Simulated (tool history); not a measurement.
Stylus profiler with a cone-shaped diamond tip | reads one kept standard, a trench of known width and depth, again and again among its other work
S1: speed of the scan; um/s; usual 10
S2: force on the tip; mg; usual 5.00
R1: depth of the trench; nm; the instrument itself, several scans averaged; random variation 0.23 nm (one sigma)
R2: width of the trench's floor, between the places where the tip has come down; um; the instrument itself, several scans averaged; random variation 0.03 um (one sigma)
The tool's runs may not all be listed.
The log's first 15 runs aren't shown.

run,hour,S1,S2,R1,R2
16,235.2,10,5.00,1012.57,44.00
17,254.5,10,4.91,1012.98,43.96
18,276.3,10,5.00,1012.65,43.92
19,298.7,4,8.14,1018.23,43.99
20,313.8,4,8.14,1017.90,44.01
21,332.8,20,14.10,1025.92,43.94
22,354.7,20,14.10,1025.93,43.96
23,366.5,20,14.10,1026.22,43.93
24,378.9,20,14.10,1025.84,43.96
25,389.4,24,4.97,1013.02,43.90
26,400.0,23,1.77,1006.63,43.92
27,412.9,19,2.81,1008.66,43.91
28,425.9,11,5.56,1013.83,44.03
29,441.5,9,4.91,1012.60,43.95
30,460.5,40,14.52,1025.96,43.93
31,475.0,13,1.79,1006.31,43.94
32,495.7,3,2.43,1008.12,43.94
33,509.0,3,7.03,1016.36,43.99
34,524.7,10,2.93,1008.81,43.94
35,539.3,10,2.93,1009.33,43.96

Forecast each of these 5 alternatives for the next run:
A,560.1,33,5.00,?,?
B,560.1,16,7.95,?,?
C,560.1,10,9.80,?,?
D,560.1,36,1.98,?,?
E,560.1,17,2.86,?,?

run,R1,R2
A,1012.81,43.90
B,1017.81,43.96
C,1020.33,44.00
D,1007.07,43.80
E,1009.23,43.95
Without the tool's hidden state the same runs would have given:
run,R1,R2
A,1012.79,43.90
B,1017.78,43.97
C,1020.31,44.00
D,1007.05,43.80
E,1009.21,43.95
